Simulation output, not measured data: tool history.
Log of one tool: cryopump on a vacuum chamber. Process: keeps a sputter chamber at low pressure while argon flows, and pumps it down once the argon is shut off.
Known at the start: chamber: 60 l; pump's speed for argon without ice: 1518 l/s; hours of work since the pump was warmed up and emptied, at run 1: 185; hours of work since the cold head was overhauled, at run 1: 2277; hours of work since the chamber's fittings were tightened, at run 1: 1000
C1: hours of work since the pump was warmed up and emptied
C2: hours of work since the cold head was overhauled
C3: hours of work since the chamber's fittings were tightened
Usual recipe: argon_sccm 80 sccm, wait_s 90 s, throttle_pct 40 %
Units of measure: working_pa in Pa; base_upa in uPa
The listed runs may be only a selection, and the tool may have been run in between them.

Run 1, day 0.000: usual settings; C1 185; C2 2277; C3 1000. Result: working_pa 0.2353 Pa, base_upa 1.51 uPa.
Run 2, day 4.442: usual settings; C1 253; C2 2345; C3 1068. Result: working_pa 0.2405 Pa, base_upa 1.64 uPa.
At day 7.725: pump warmed up, emptied and cooled again.
Run 3, day 9.225: usual settings; C1 23; C2 2415; C3 1138. Result: working_pa 0.2277 Pa, base_upa 1.50 uPa.
Run 4, day 12.917: usual settings; C1 79; C2 2472; C3 1194. Result: working_pa 0.2304 Pa, base_upa 1.57 uPa.
Run 5, day 17.058: usual settings; C1 143; C2 2535; C3 1257. Result: working_pa 0.2344 Pa, base_upa 1.71 uPa.
Run 6, day 21.942: usual settings; C1 217; C2 2610; C3 1332. Result: working_pa 0.2376 Pa, base_upa 1.81 uPa.
Run 7, day 25.696: usual settings but wait_s 93 s; C1 275; C2 2667; C3 1389. Result: working_pa 0.2441 Pa, base_upa 1.90 uPa.
At day 27.683: pump warmed up, emptied and cooled again.
Run 8, day 30.150: usual settings but wait_s 123 s; C1 38; C2 2732; C3 1454. Result: working_pa 0.2272 Pa, base_upa 1.62 uPa.
Run 9, day 35.288: usual settings but argon_sccm 58 sccm, wait_s 36 s; C1 116; C2 2811; C3 1533. Result: working_pa 0.1689 Pa, base_upa 2.74 uPa.
Run 10, day 39.638: usual settings but argon_sccm 51 sccm, wait_s 22 s, throttle_pct 24 %; C1 183; C2 2877; C3 1599. Result: working_pa 0.2463 Pa, base_upa 3.87 uPa.
Run 11, day 44.079: usual settings but argon_sccm 122 sccm, wait_s 34 s, throttle_pct 17 %; C1 251; C2 2945; C3 1667. Result: working_pa 0.8292 Pa, base_upa 3.01 uPa.
At day 47.579: pump warmed up, emptied and cooled again.
Run 12, day 47.579: usual settings but argon_sccm 67 sccm, wait_s 133 s, throttle_pct 23 %; C1 0; C2 2995; C3 1718. Result: working_pa 0.3254 Pa, base_upa 1.75 uPa.
At day 48.954: leaking fittings of the chamber tightened, without venting.
Run 13, day 51.362: usual settings but argon_sccm 78 sccm, wait_s 58 s, throttle_pct 59 %; C1 57; C2 3052; C3 37. Result: working_pa 0.1538 Pa, base_upa 1.13 uPa.
Run 14, day 54.875: usual settings but argon_sccm 78 sccm, wait_s 58 s, throttle_pct 59 %; C1 110; C2 3106; C3 91. Result: working_pa 0.1567 Pa, base_upa 1.16 uPa.
Run 15, day 57.292: usual settings but argon_sccm 78 sccm, wait_s 58 s, throttle_pct 59 %; C1 147; C2 3143; C3 127. Result: working_pa 0.1587 Pa, base_upa 1.20 uPa.
Run 16, day 61.225: usual settings but argon_sccm 78 sccm, wait_s 58 s, throttle_pct 41 %; C1 207; C2 3203; C3 188. Result: working_pa 0.2274 Pa, base_upa 1.26 uPa.

Below are 4 alternative next runs, each starting from the tool's condition after run 16. Predict each:
Run A, day 64.512: usual settings but wait_s 102 s, throttle_pct 29 %; C1 258; C2 3253; C3 238. Result: working_pa ?, base_upa ?.
Run B, day 64.512: usual settings but argon_sccm 128 sccm; C1 258; C2 3253; C3 238. Result: working_pa ?, base_upa ?.
Run C, day 64.512: usual settings but argon_sccm 142 sccm, wait_s 58 s, throttle_pct 41 %; C1 258; C2 3253; C3 238. Result: working_pa ?, base_upa ?.
Run D, day 64.512: usual settings but argon_sccm 78 sccm, wait_s 58 s, throttle_pct 24 %; C1 258; C2 3253; C3 238. Result: working_pa ?, base_upa ?.

run  working_pa  base_upa
  A      0.3228      0.98
  B      0.3880      1.01
  C      0.4163      1.31
  D      0.3810      1.35
Without the tool's hidden state the same runs would have given:
run  working_pa  base_upa
  A      0.3036      0.71
  B      0.3569      0.75
  C      0.3821      1.05
  D      0.3620      1.08

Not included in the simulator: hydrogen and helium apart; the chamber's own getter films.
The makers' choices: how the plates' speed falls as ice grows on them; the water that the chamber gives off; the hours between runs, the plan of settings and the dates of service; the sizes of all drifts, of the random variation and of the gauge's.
